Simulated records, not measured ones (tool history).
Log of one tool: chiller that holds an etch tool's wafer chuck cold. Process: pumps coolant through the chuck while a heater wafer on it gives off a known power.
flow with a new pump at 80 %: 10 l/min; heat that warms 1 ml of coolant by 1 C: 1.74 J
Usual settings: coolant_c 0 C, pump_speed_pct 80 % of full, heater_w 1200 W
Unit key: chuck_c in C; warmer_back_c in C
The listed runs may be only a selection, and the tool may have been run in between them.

run	hour	coolant_c	pump_speed_pct	heater_w	chuck_c	warmer_back_c
1	0.0	0	80	1200	15.3	4.65
2	63.4	0	80	1200	15.4	4.59
3	122.9	0	80	701	8.7	2.74
4	195.2	0	80	701	8.9	2.69
5	267.4	0	80	701	8.8	2.75
6	298.3	7	80	701	15.9	2.73
7	343.7	7	80	701	15.8	2.68
8	375.3	7	80	701	15.8	2.74
9	409.9	0	80	1200	15.5	4.68
10	475.2	4	92	1006	16.0	3.41
11	525.1	0	79	1200	15.6	4.75
12	581.7	0	67	803	11.4	3.83
13	645.4	2	82	857	12.8	3.26
14	712.8	-7	80	1459	12.0	5.71
15	760.7	-4	80	811	6.3	3.19
16	819.9	8	71	1341	26.8	5.96
17	892.0	8	71	1341	27.0	6.04
18	942.1	8	85	1247	23.7	4.64

Below are 5 alternative next runs, each starting from the tool's condition after run 18. Predict each:
A	991.7	3	79	920	?	?
B	991.7	8	62	1247	?	?
C	991.7	-7	65	1220	?	?
D	991.7	0	65	1200	?	?
E	991.7	1	80	650	?	?

run	chuck_c	warmer_back_c
A	14.9	3.69
B	27.1	6.47
C	11.2	6.04
D	18.0	5.94
E	9.3	2.57
Stripped of hidden state, with their random variation kept, the same runs would have yielded:
run	chuck_c	warmer_back_c
A	14.1	3.19
B	25.5	5.60
C	9.7	5.22
D	16.5	5.15
E	8.9	2.22
